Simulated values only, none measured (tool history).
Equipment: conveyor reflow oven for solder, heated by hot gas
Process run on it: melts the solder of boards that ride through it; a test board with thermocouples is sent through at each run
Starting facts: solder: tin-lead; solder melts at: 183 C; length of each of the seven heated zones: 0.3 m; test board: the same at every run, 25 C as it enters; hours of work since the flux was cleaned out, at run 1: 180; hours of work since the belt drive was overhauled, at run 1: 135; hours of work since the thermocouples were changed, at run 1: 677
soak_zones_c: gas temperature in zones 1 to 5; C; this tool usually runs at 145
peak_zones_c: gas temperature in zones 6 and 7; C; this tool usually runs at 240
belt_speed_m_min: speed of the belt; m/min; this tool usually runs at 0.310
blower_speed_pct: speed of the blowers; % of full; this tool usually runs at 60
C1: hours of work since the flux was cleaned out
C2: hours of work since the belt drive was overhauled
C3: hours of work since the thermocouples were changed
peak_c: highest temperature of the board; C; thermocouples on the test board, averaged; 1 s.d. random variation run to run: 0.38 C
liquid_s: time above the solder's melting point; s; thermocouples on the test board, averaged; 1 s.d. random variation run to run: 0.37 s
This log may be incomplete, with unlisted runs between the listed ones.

run 1 hour=0.0 | soak_zones_c=145 peak_zones_c=240 belt_speed_m_min=0.310 blower_speed_pct=60 | C1=180 C2=135 C3=677 | peak_c=220.9 liquid_s=95.6
run 2 hour=43.5 | soak_zones_c=145 peak_zones_c=240 belt_speed_m_min=0.310 blower_speed_pct=71 | C1=198 C2=153 C3=695 | peak_c=223.5 liquid_s=99.0
run 3 hour=84.2 | soak_zones_c=145 peak_zones_c=240 belt_speed_m_min=0.310 blower_speed_pct=60 | C1=215 C2=170 C3=712 | peak_c=220.5 liquid_s=95.9
run 4 hour=145.7 | soak_zones_c=145 peak_zones_c=240 belt_speed_m_min=0.310 blower_speed_pct=60 | C1=241 C2=196 C3=738 | peak_c=220.4 liquid_s=95.6
run 5 hour=206.4 | soak_zones_c=145 peak_zones_c=240 belt_speed_m_min=0.310 blower_speed_pct=60 | C1=266 C2=221 C3=763 | peak_c=220.8 liquid_s=94.7
-- hour=248.4 flux residue cleaned out of gas plates and filters
run 6 hour=263.7 | soak_zones_c=145 peak_zones_c=240 belt_speed_m_min=0.310 blower_speed_pct=60 | C1=6 C2=243 C3=785 | peak_c=220.9 liquid_s=95.3
run 7 hour=319.9 | soak_zones_c=145 peak_zones_c=240 belt_speed_m_min=0.310 blower_speed_pct=60 | C1=30 C2=267 C3=809 | peak_c=221.7 liquid_s=95.6
run 8 hour=356.2 | soak_zones_c=145 peak_zones_c=240 belt_speed_m_min=0.310 blower_speed_pct=84 | C1=45 C2=282 C3=824 | peak_c=226.2 liquid_s=101.6
run 9 hour=398.5 | soak_zones_c=145 peak_zones_c=240 belt_speed_m_min=0.310 blower_speed_pct=60 | C1=63 C2=299 C3=841 | peak_c=220.3 liquid_s=95.6
run 10 hour=431.0 | soak_zones_c=145 peak_zones_c=240 belt_speed_m_min=0.310 blower_speed_pct=60 | C1=76 C2=313 C3=855 | peak_c=220.1 liquid_s=95.4
run 11 hour=467.9 | soak_zones_c=145 peak_zones_c=240 belt_speed_m_min=0.310 blower_speed_pct=60 | C1=92 C2=328 C3=870 | peak_c=220.5 liquid_s=95.2
run 12 hour=496.0 | soak_zones_c=145 peak_zones_c=240 belt_speed_m_min=0.310 blower_speed_pct=60 | C1=103 C2=340 C3=882 | peak_c=221.0 liquid_s=95.8
run 13 hour=562.1 | soak_zones_c=145 peak_zones_c=240 belt_speed_m_min=0.310 blower_speed_pct=60 | C1=131 C2=368 C3=910 | peak_c=220.7 liquid_s=95.1
run 14 hour=590.0 | soak_zones_c=145 peak_zones_c=240 belt_speed_m_min=0.310 blower_speed_pct=60 | C1=143 C2=379 C3=921 | peak_c=220.0 liquid_s=95.3
run 15 hour=646.0 | soak_zones_c=145 peak_zones_c=240 belt_speed_m_min=0.310 blower_speed_pct=60 | C1=166 C2=403 C3=945 | peak_c=220.0 liquid_s=94.8
run 16 hour=680.8 | soak_zones_c=133 peak_zones_c=246 belt_speed_m_min=0.310 blower_speed_pct=60 | C1=181 C2=417 C3=959 | peak_c=223.2 liquid_s=91.7
run 17 hour=716.4 | soak_zones_c=160 peak_zones_c=247 belt_speed_m_min=0.288 blower_speed_pct=58 | C1=195 C2=432 C3=974 | peak_c=231.6 liquid_s=123.8
run 18 hour=774.5 | soak_zones_c=140 peak_zones_c=240 belt_speed_m_min=0.310 blower_speed_pct=59 | C1=220 C2=456 C3=998 | peak_c=218.6 liquid_s=90.5
-- hour=781.8 belt drive overhauled, speed set with a stopwatch
run 19 hour=809.1 | soak_zones_c=137 peak_zones_c=238 belt_speed_m_min=0.310 blower_speed_pct=60 | C1=232 C2=11 C3=1011 | peak_c=216.6 liquid_s=87.5
run 20 hour=855.3 | soak_zones_c=137 peak_zones_c=238 belt_speed_m_min=0.310 blower_speed_pct=60 | C1=252 C2=31 C3=1031 | peak_c=217.7 liquid_s=87.3
run 21 hour=902.7 | soak_zones_c=137 peak_zones_c=240 belt_speed_m_min=0.310 blower_speed_pct=60 | C1=272 C2=51 C3=1050 | peak_c=218.1 liquid_s=89.3
-- hour=934.6 flux residue cleaned out of gas plates and filters
run 22 hour=944.7 | soak_zones_c=147 peak_zones_c=240 belt_speed_m_min=0.320 blower_speed_pct=60 | C1=4 C2=66 C3=1066 | peak_c=219.9 liquid_s=94.1
run 23 hour=975.5 | soak_zones_c=135 peak_zones_c=249 belt_speed_m_min=0.257 blower_speed_pct=68 | C1=17 C2=79 C3=1079 | peak_c=235.4 liquid_s=126.8
run 24 hour=1023.6 | soak_zones_c=135 peak_zones_c=249 belt_speed_m_min=0.257 blower_speed_pct=68 | C1=37 C2=99 C3=1099 | peak_c=235.3 liquid_s=126.4
run 25 hour=1074.7 | soak_zones_c=145 peak_zones_c=246 belt_speed_m_min=0.322 blower_speed_pct=60 | C1=58 C2=120 C3=1120 | peak_c=224.2 liquid_s=95.9
run 26 hour=1128.7 | soak_zones_c=145 peak_zones_c=242 belt_speed_m_min=0.322 blower_speed_pct=60 | C1=81 C2=143 C3=1143 | peak_c=221.1 liquid_s=92.8
-- hour=1161.1 belt drive overhauled, speed set with a stopwatch, once more
run 27 hour=1168.7 | soak_zones_c=154 peak_zones_c=240 belt_speed_m_min=0.344 blower_speed_pct=60 | C1=96 C2=3 C3=1158 | peak_c=218.4 liquid_s=87.8
run 28 hour=1213.7 | soak_zones_c=154 peak_zones_c=240 belt_speed_m_min=0.344 blower_speed_pct=60 | C1=115 C2=22 C3=1176 | peak_c=218.4 liquid_s=86.6
run 29 hour=1276.9 | soak_zones_c=151 peak_zones_c=230 belt_speed_m_min=0.336 blower_speed_pct=59 | C1=141 C2=48 C3=1203 | peak_c=210.1 liquid_s=76.9

Some steps in peak_c between neighbouring runs. How much of each would the tool show without its hidden state too (settings, what came in, random variation), and how much is left for the hidden state, with any gauge scatter that isn't in both results?
Hidden state at play: heat that the gas passes to the board, % of a clean oven's; belt's true speed, % of the reading; true gas temperature in zones 6 and 7 over the reading, C; drift of the gauge itself on peak_c, C; drift of the gauge itself on liquid_s, %.
Run 17 -> 18: soak_zones_c 160 -> 140, peak_zones_c 247 -> 240, belt_speed_m_min 0.288 -> 0.310, blower_speed_pct 58 -> 59. peak_c -13.0 C: hidden state -0.2, all else -12.8.
Run 21 -> 22: soak_zones_c 137 -> 147, belt_speed_m_min 0.310 -> 0.320, flux residue cleaned out of gas plates and filters. peak_c +1.8 C: hidden state +1.0, all else +0.8.
Run 22 -> 23: soak_zones_c 147 -> 135, peak_zones_c 240 -> 249, belt_speed_m_min 0.320 -> 0.257, blower_speed_pct 60 -> 68. peak_c +15.5 C: hidden state -0.3, all else +15.8.
Run 26 -> 27: soak_zones_c 145 -> 154, peak_zones_c 242 -> 240, belt_speed_m_min 0.322 -> 0.344, belt drive overhauled, speed set with a stopwatch, once more. peak_c -2.7 C: hidden state -0.6, all else -2.1.

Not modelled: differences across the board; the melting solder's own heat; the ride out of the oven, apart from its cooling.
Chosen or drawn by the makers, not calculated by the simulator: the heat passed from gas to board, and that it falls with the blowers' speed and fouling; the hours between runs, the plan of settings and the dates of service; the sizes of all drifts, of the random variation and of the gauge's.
